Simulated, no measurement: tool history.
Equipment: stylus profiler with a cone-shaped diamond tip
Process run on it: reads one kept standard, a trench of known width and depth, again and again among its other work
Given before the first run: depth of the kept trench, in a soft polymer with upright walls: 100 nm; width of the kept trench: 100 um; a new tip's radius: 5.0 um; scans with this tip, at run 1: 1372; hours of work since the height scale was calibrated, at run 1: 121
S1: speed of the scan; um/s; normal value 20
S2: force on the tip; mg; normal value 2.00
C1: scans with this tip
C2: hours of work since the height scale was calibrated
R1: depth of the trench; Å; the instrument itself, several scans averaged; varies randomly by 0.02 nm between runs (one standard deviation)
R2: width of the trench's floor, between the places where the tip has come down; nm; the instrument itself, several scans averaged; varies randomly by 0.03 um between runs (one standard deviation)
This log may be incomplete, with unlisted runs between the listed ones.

run     day  S1    S2    C1   C2      R1     R2
  1   0.000  20  2.00  1372  121  1009.6  97720
  2   0.650  20  2.00  1444  127  1009.6  97690
  3   1.088  20  2.00  1492  132  1009.6  97670
  4   1.625  20  3.75  1552  137  1014.7  97750
  5   2.538  55  2.00  1653  146  1009.9  97550
  6   3.112  55  2.00  1717  151  1009.3  97550
  7   3.942  55  2.00  1809  159  1009.6  97490
  8   4.838  55  1.20  1909  168  1007.3  97420
  9   5.442  55  1.20  1975  174  1006.8  97460
 10   5.908  69  2.00  2027  179  1009.5  97430
 11   6.462  69  2.00  2089  184  1009.9  97400
 12   6.933  69  2.00  2141  189  1010.0  97410
 13   7.725   6  1.21  2229  196  1007.0  97620
 14   8.229   6  1.21  2285  201  1007.1  97630
 15   8.933   6  1.21  2363  208  1007.0  97580
 16   9.692  31  1.96  2447  216  1009.8  97540
      9.767  -- height scale calibrated on a step standard
 17  10.350  31  1.96  2518    6  1009.8  97470
 18  10.821  20  1.27  2570   10  1007.6  97550
 19  11.296  20  1.27  2623   15  1007.4  97540
     11.679  -- height scale calibrated on a step standard, once more
 20  11.854  20  0.80  2682    2  1004.8  97510
 21  12.742  23  1.59  2780   10  1007.8  97490
 22  13.262   6  1.03  2838   15  1005.7  97600
 23  13.662  24  2.07  2883   19  1009.3  97490
 24  14.342  20  0.85  2958   26  1005.2  97440

What if the next run were any one of these 4? Each begins from the tool's condition after run 24:
  A  15.033  31  0.72  3035  33   ?   ?
  B  15.033  58  0.71  3035  33   ?   ?
  C  15.033   9  0.92  3035  33   ?   ?
  D  15.033  45  1.23  3035  33   ?   ?

run      R1     R2
  A  1004.5  97310
  B  1004.6  97160
  C  1005.2  97530
  D  1006.7  97370
With no hidden state in the tool, these same runs would have given:
run      R1     R2
  A  1004.6  97770
  B  1004.7  97630
  C  1005.3  98000
  D  1006.8  97830

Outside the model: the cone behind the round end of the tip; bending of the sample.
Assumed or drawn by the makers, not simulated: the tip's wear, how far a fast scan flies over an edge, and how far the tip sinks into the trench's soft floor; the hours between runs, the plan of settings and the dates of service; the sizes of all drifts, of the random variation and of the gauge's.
